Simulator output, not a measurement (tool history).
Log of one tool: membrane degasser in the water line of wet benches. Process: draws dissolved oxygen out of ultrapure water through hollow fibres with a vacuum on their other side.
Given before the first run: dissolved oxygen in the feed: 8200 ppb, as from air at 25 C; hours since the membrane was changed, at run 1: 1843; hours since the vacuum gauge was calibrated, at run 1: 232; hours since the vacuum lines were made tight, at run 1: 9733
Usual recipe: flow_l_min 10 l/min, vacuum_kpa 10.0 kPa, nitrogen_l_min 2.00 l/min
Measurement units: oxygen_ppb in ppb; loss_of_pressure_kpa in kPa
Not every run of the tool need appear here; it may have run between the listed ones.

run,day,flow_l_min,vacuum_kpa,nitrogen_l_min,hours since the membrane was changed,hours since the vacuum gauge was calibrated,hours since the vacuum lines were made tight,oxygen_ppb,loss_of_pressure_kpa
1,0.000,10,10.0,2.00,1843,232,9733,104.4,59.41
2,1.588,10,10.0,2.00,1881,270,9771,104.8,59.78
3,2.633,10,10.0,2.00,1906,295,9796,104.4,59.48
4,4.396,10,10.0,2.00,1948,337,9838,105.6,59.60
5,6.604,10,10.0,2.00,2001,390,9891,106.1,59.79
6,7.679,10,10.0,2.00,2027,416,9917,104.3,59.61
7,8.725,10,10.0,2.01,2052,441,9942,105.7,59.84
8,10.371,10,10.0,2.01,2092,481,9981,105.4,59.61
9,11.892,10,10.0,2.01,2128,517,10018,104.7,60.11
10,13.088,10,10.0,2.01,2157,546,10047,104.9,60.14
11,14.683,10,10.0,2.01,2195,584,10085,105.3,59.92
12,16.229,10,10.0,2.00,2232,621,10122,105.4,59.77
13,17.479,10,10.0,2.00,2262,651,10152,106.0,59.63
14,18.433,10,10.0,2.00,2285,674,10175,104.6,59.97
15,20.262,10,10.0,2.00,2329,718,10219,105.5,59.85
16,21.692,7,8.3,5.38,2364,752,10253,19.4,41.70
17,23.650,12,22.9,1.60,2411,799,10300,394.1,71.76
18,25.212,7,10.0,2.00,2448,837,10338,63.0,41.76
19,26.458,13,10.0,3.21,2478,867,10368,141.7,78.09
20,28.175,13,10.0,3.21,2519,908,10409,141.4,77.65
21,30.308,13,10.0,3.21,2570,959,10460,141.4,78.08
22,31.250,13,10.0,3.21,2593,982,10483,141.0,78.04
23,32.354,13,10.0,3.21,2619,1008,10509,141.1,78.16
24,34.167,10,7.9,0.84,2663,1052,10553,152.2,60.42
25,36.300,10,10.0,2.31,2714,1103,10604,94.7,59.94
26,38.354,6,10.5,2.00,2763,1152,10653,56.9,35.93
27,39.729,10,8.8,1.23,2796,1185,10686,130.4,59.65
28,41.650,13,10.0,2.00,2843,1231,10732,179.7,77.89
29,43.738,10,10.0,1.27,2893,1281,10782,149.4,59.97
30,44.762,7,19.9,4.93,2917,1306,10807,64.0,41.89

Below are 3 alternative next runs, each starting from the tool's condition after run 30. Predict each:
A,46.379,13,10.0,4.27,2956,1345,10846,?,?
B,46.379,10,10.5,2.00,2956,1345,10846,?,?
C,46.379,7,20.0,3.28,2956,1345,10846,?,?

run,oxygen_ppb,loss_of_pressure_kpa
A,125.6,77.62
B,111.6,60.32
C,93.9,42.16
Had the tool no hidden state, the same runs would have come out as:
run,oxygen_ppb,loss_of_pressure_kpa
A,122.2,77.02
B,108.9,59.86
C,90.6,41.83

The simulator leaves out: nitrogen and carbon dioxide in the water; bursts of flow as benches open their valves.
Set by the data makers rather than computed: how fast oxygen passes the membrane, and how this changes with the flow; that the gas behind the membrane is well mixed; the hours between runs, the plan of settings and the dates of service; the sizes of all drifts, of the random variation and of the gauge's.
